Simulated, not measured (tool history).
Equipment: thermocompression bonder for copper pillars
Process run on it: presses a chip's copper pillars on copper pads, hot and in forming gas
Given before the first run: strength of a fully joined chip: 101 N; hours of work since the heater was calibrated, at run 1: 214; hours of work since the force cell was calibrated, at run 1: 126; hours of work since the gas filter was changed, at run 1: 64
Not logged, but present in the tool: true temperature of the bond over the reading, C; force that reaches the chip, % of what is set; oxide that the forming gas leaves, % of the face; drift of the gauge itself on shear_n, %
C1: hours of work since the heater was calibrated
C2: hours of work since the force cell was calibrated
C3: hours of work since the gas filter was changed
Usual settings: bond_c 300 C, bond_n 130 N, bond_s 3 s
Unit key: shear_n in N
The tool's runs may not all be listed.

Run 1, hour 0.0: usual settings; C1 214; C2 126; C3 64. Result: shear_n 38.3 N.
Run 2, hour 8.8: usual settings; C1 218; C2 130; C3 68. Result: shear_n 39.3 N.
Run 3, hour 24.0: usual settings; C1 225; C2 137; C3 75. Result: shear_n 37.6 N.
Run 4, hour 38.9: usual settings; C1 232; C2 144; C3 82. Result: shear_n 38.7 N.
Run 5, hour 53.2: usual settings but bond_c 290 C; C1 239; C2 151; C3 88. Result: shear_n 31.9 N.
Run 6, hour 65.0: usual settings but bond_c 290 C; C1 244; C2 156; C3 94. Result: shear_n 31.9 N.
Run 7, hour 72.4: usual settings; C1 248; C2 160; C3 97. Result: shear_n 37.2 N.
Run 8, hour 81.7: usual settings but bond_c 282 C; C1 252; C2 164; C3 102. Result: shear_n 29.1 N.
Run 9, hour 93.0: usual settings; C1 257; C2 169; C3 107. Result: shear_n 38.2 N.
Run 10, hour 104.1: usual settings; C1 262; C2 174; C3 112. Result: shear_n 37.9 N.
Run 11, hour 111.9: usual settings; C1 266; C2 178; C3 115. Result: shear_n 37.1 N.
Run 12, hour 127.6: usual settings but bond_n 89 N; C1 273; C2 185; C3 123. Result: shear_n 29.5 N.
Run 13, hour 136.5: usual settings but bond_n 89 N; C1 277; C2 189; C3 127. Result: shear_n 29.6 N.
At hour 138.9: force cell calibrated.
Run 14, hour 145.4: usual settings but bond_n 89 N; C1 280; C2 3; C3 130. Result: shear_n 29.2 N.
Run 15, hour 157.8: usual settings but bond_n 89 N; C1 286; C2 9; C3 136. Result: shear_n 29.4 N.
Run 16, hour 167.0: usual settings but bond_c 302 C, bond_n 89 N; C1 290; C2 13; C3 140. Result: shear_n 30.8 N.
Run 17, hour 173.8: usual settings but bond_c 302 C, bond_n 89 N; C1 293; C2 16; C3 143. Result: shear_n 31.0 N.
Run 18, hour 183.6: usual settings but bond_n 152 N, bond_s 2 s; C1 298; C2 21; C3 148. Result: shear_n 34.6 N.
Run 19, hour 191.8: usual settings but bond_n 152 N, bond_s 2 s; C1 302; C2 24; C3 151. Result: shear_n 34.6 N.
Run 20, hour 206.2: usual settings but bond_c 312 C; C1 308; C2 31; C3 158. Result: shear_n 42.7 N.
Run 21, hour 214.9: usual settings but bond_c 312 C, bond_n 170 N, bond_s 4 s; C1 312; C2 35; C3 162. Result: shear_n 54.1 N.
At hour 229.4: force cell calibrated, once more.
Run 22, hour 231.9: usual settings but bond_c 305 C, bond_n 116 N; C1 319; C2 1; C3 169. Result: shear_n 36.9 N.
Run 23, hour 241.2: usual settings but bond_c 291 C, bond_n 79 N; C1 324; C2 5; C3 173. Result: shear_n 23.3 N.
Run 24, hour 252.0: usual settings but bond_c 328 C, bond_n 133 N; C1 329; C2 10; C3 178. Result: shear_n 53.2 N.
Run 25, hour 267.4: usual settings but bond_c 274 C, bond_n 153 N; C1 336; C2 17; C3 185. Result: shear_n 25.4 N.
Run 26, hour 278.6: usual settings but bond_n 79 N, bond_s 6 s; C1 341; C2 23; C3 191. Result: shear_n 36.2 N.
Run 27, hour 292.3: usual settings but bond_c 284 C, bond_n 142 N, bond_s 4 s; C1 347; C2 29; C3 197. Result: shear_n 33.8 N.
Run 28, hour 306.9: usual settings but bond_c 271 C, bond_s 4 s; C1 354; C2 36; C3 204. Result: shear_n 25.5 N.

Entry by entry between the runs, the difference in hidden state between the last listed run before and the first listed run after:
Between runs 13 and 14: force cell calibrated (hour 138.9)
  force that reaches the chip, % of what is set: 98.6 -> 97.8; oxide that the forming gas leaves, % of the face: 3.58 -> 3.66
  the result without the hidden state subtracted from the measured one, shear_n: -3.5 -> -3.7 N
Between runs 21 and 22: force cell calibrated, once more (hour 229.4)
  true temperature of the bond over the reading, C: -5.1 -> -5.2; force that reaches the chip, % of what is set: 97.7 -> 99.6; oxide that the forming gas leaves, % of the face: 4.42 -> 4.59
  the result without the hidden state subtracted from the measured one, shear_n: -6.2 -> -4.6 N
